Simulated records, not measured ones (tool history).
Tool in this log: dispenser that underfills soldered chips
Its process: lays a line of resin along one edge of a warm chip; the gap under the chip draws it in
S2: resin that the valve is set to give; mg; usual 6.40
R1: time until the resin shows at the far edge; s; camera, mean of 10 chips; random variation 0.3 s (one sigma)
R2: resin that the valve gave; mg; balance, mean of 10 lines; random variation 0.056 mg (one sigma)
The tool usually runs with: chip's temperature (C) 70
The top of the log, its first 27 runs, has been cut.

{"run": 28, "hour": 172.9, "chip's temperature (C)": 60, "S2": 6.02, "R1": 15.9, "R2": 5.48}
{"hour": 173.7, "done": "new syringe of resin"}
{"run": 29, "hour": 177.4, "chip's temperature (C)": 76, "S2": 6.47, "R1": 4.5, "R2": 6.16}
{"run": 30, "hour": 182.8, "chip's temperature (C)": 57, "S2": 5.79, "R1": 11.8, "R2": 5.33}
{"hour": 189.7, "done": "new syringe of resin"}
{"run": 31, "hour": 190.5, "chip's temperature (C)": 80, "S2": 5.55, "R1": 3.6, "R2": 5.21}
{"run": 32, "hour": 198.7, "chip's temperature (C)": 80, "S2": 5.55, "R1": 5.7, "R2": 5.07}
{"hour": 205.6, "done": "new syringe of resin"}
{"run": 33, "hour": 205.8, "chip's temperature (C)": 56, "S2": 5.99, "R1": 7.4, "R2": 5.54}
{"run": 34, "hour": 210.2, "chip's temperature (C)": 56, "S2": 5.99, "R1": 10.4, "R2": 5.5}
{"run": 35, "hour": 213.7, "chip's temperature (C)": 75, "S2": 5.47, "R1": 5.7, "R2": 4.93}
{"run": 36, "hour": 219.0, "chip's temperature (C)": 69, "S2": 5.99, "R1": 10.7, "R2": 5.38}
{"hour": 221.3, "done": "new syringe of resin"}
{"run": 37, "hour": 223.7, "chip's temperature (C)": 76, "S2": 5.77, "R1": 3.7, "R2": 5.26}

3 options for the next run, each taken on its own from the tool as it stands now. Forecast them:
{"run": "A", "hour": 231.6, "chip's temperature (C)": 67, "S2": 6.22, "R1": "?", "R2": "?"}
{"run": "B", "hour": 231.6, "chip's temperature (C)": 85, "S2": 7.83, "R1": "?", "R2": "?"}
{"run": "C", "hour": 231.6, "chip's temperature (C)": 63, "S2": 7.1, "R1": "?", "R2": "?"}

run=A R1=9.4 R2=5.70
run=B R1=4.4 R2=7.04
run=C R1=10.4 R2=6.40
Had the tool no hidden state, the same runs would have come out as:
run=A R1=4.8 R2=6.31
run=B R1=2.0 R2=7.81
run=C R1=5.3 R2=7.09
